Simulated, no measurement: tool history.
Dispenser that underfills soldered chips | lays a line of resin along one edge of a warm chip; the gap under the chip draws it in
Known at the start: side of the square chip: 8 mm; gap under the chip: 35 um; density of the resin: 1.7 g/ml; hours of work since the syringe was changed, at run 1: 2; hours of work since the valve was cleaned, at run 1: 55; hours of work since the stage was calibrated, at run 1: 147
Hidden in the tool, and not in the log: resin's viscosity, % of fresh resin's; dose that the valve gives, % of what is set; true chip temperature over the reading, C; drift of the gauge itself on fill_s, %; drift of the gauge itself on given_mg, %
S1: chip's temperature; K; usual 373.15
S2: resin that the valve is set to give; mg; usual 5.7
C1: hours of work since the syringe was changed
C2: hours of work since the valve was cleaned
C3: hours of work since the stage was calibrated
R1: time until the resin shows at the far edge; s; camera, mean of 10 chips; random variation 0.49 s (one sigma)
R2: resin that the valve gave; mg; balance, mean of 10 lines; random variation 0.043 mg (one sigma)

Run 1, hour 0: usual settings; C1 2; C2 55; C3 147. Result: R1 44.8 s, R2 5.57 mg.
Run 2, hour 8.5: usual settings but S2 5.34 mg; C1 8; C2 60; C3 153. Result: R1 60.2 s, R2 5.2 mg.
At hour 10: new syringe of resin.
Run 3, hour 13.5: usual settings but S1 384.15 K; C1 2; C2 64; C3 156. Result: R1 27.1 s, R2 5.54 mg.
Run 4, hour 20.1: usual settings but S1 384.15 K; C1 7; C2 68; C3 160. Result: R1 34.7 s, R2 5.55 mg.
At hour 23.4: new syringe of resin.
Run 5, hour 26.7: usual settings but S1 374.15 K; C1 2; C2 72; C3 165. Result: R1 40.5 s, R2 5.43 mg.
Run 6, hour 31.3: usual settings but S1 367.15 K; C1 5; C2 75; C3 168. Result: R1 65.9 s, R2 5.46 mg.
At hour 37: new syringe of resin.
At hour 38.9: dispensing valve cleaned and set on the balance.
Run 7, hour 41.5: usual settings but S1 367.15 K; C1 2; C2 2; C3 174. Result: R1 55.2 s, R2 5.72 mg.
Run 8, hour 46.1: usual settings but S1 367.15 K; C1 5; C2 5; C3 177. Result: R1 67.6 s, R2 5.65 mg.
At hour 51.3: new syringe of resin.
Run 9, hour 52.8: usual settings but S1 367.15 K, S2 5.15 mg; C1 1; C2 9; C3 181. Result: R1 52.8 s, R2 5.03 mg.
Run 10, hour 60.6: usual settings but S2 5.66 mg; C1 6; C2 15; C3 186. Result: R1 54.4 s, R2 5.65 mg.
At hour 65.2: new syringe of resin.
Run 11, hour 69.3: usual settings but S2 5.66 mg; C1 3; C2 20; C3 192. Result: R1 44.8 s, R2 5.54 mg.
Run 12, hour 74.9: usual settings but S2 5.66 mg; C1 7; C2 24; C3 196. Result: R1 54.2 s, R2 5.56 mg.
At hour 78.5: new syringe of resin.
Run 13, hour 85.6: usual settings but S1 358.15 K; C1 5; C2 31; C3 203. Result: R1 95.2 s, R2 5.58 mg.
Run 14, hour 91.1: usual settings but S1 358.15 K; C1 9; C2 35; C3 207. Result: R1 115.8 s, R2 5.58 mg.
At hour 92.1: new syringe of resin.
Run 15, hour 96.7: usual settings but S1 383.15 K; C1 3; C2 38; C3 210. Result: R1 29.8 s, R2 5.54 mg.
At hour 105.7: new syringe of resin.
Run 16, hour 106: usual settings but S1 383.15 K; C1 0; C2 44; C3 216. Result: R1 25 s, R2 5.55 mg.
Run 17, hour 114.9: usual settings but S1 383.15 K; C1 6; C2 50; C3 222. Result: R1 36.3 s, R2 5.48 mg.
At hour 118.8: new syringe of resin.
Run 18, hour 123.9: usual settings but S1 383.15 K; C1 3; C2 56; C3 228. Result: R1 31.2 s, R2 5.5 mg.
At hour 132: new syringe of resin.
Run 19, hour 134.9: usual settings but S1 377.15 K, S2 7 mg; C1 2; C2 64; C3 236. Result: R1 34.3 s, R2 6.73 mg.
Run 20, hour 142.2: usual settings but S1 359.15 K; C1 7; C2 69; C3 241. Result: R1 102.7 s, R2 5.45 mg.
At hour 145.7: new syringe of resin.
Run 21, hour 147.6: usual settings but S2 7.18 mg; C1 1; C2 72; C3 244. Result: R1 40 s, R2 6.87 mg.
Run 22, hour 153.8: usual settings but S2 7.18 mg; C1 5; C2 76; C3 248. Result: R1 50.8 s, R2 6.83 mg.
At hour 159.1: new syringe of resin.
At hour 160.1: dispensing valve cleaned and set on the balance.
Run 23, hour 162.8: usual settings but S2 7.18 mg; C1 2; C2 2; C3 253. Result: R1 40.9 s, R2 7.2 mg.
Run 24, hour 169.6: usual settings but S2 7.18 mg; C1 6; C2 6; C3 258. Result: R1 52.9 s, R2 7.21 mg.
At hour 173.6: new syringe of resin.
Run 25, hour 174.8: usual settings but S1 385.15 K, S2 7.22 mg; C1 1; C2 10; C3 261. Result: R1 23.4 s, R2 7.28 mg.
Run 26, hour 182.3: usual settings but S1 371.15 K, S2 5.14 mg; C1 6; C2 15; C3 266. Result: R1 58 s, R2 5.1 mg.
At hour 187.4: new syringe of resin.
Run 27, hour 187.5: usual settings but S1 371.15 K, S2 5.14 mg; C1 0; C2 18; C3 270. Result: R1 40.6 s, R2 5.1 mg.
Run 28, hour 193.4: usual settings but S2 5.35 mg; C1 4; C2 22; C3 274. Result: R1 47.2 s, R2 5.22 mg.
At hour 200.7: new syringe of resin.
Run 29, hour 201.1: usual settings but S1 371.15 K, S2 4.95 mg; C1 0; C2 27; C3 279. Result: R1 42.9 s, R2 4.92 mg.
Run 30, hour 208.1: usual settings but S1 374.15 K, S2 5.82 mg; C1 5; C2 32; C3 283. Result: R1 48.3 s, R2 5.74 mg.
At hour 214.4: new syringe of resin.
Run 31, hour 218.4: usual settings but S1 375.15 K, S2 6.01 mg; C1 3; C2 39; C3 290. Result: R1 39.8 s, R2 5.92 mg.
Run 32, hour 225: usual settings but S1 380.15 K, S2 5.52 mg; C1 7; C2 43; C3 295. Result: R1 42.2 s, R2 5.39 mg.
At hour 227.8: new syringe of resin.
Run 33, hour 235.5: usual settings but S1 386.15 K, S2 6.73 mg; C1 5; C2 50; C3 302. Result: R1 28 s, R2 6.51 mg.
At hour 241.4: new syringe of resin.
Run 34, hour 245.7: usual settings but S1 386.15 K, S2 6.73 mg; C1 3; C2 57; C3 308. Result: R1 24.8 s, R2 6.62 mg.
Run 35, hour 251.2: usual settings but S1 368.15 K, S2 5.69 mg; C1 7; C2 61; C3 312. Result: R1 66.4 s, R2 5.51 mg.
At hour 255.1: new syringe of resin.
Run 36, hour 259.7: usual settings but S1 371.15 K, S2 6.73 mg; C1 3; C2 66; C3 318. Result: R1 46.4 s, R2 6.51 mg.

4 ways to go on from here, each from the tool as it stands after run 36. What would each give?
Run A, hour 265.6: usual settings but S2 5.12 mg; C1 7; C2 70; C3 322. Result: R1 ?, R2 ?.
Run B, hour 265.6: usual settings but S1 374.15 K, S2 6.66 mg; C1 7; C2 70; C3 322. Result: R1 ?, R2 ?.
Run C, hour 265.6: usual settings but S1 374.15 K, S2 5.41 mg; C1 7; C2 70; C3 322. Result: R1 ?, R2 ?.
Run D, hour 265.6: usual settings but S1 371.15 K, S2 5.21 mg; C1 7; C2 70; C3 322. Result: R1 ?, R2 ?.

run    R1    R2
  A  57.5  4.91
  B    52  6.48
  C  53.6  5.23
  D  61.7     5
Without the tool's hidden state the same runs would have given:
run    R1    R2
  A  39.5   5.1
  B  35.9  6.73
  C  36.8  5.43
  D  42.3  5.19
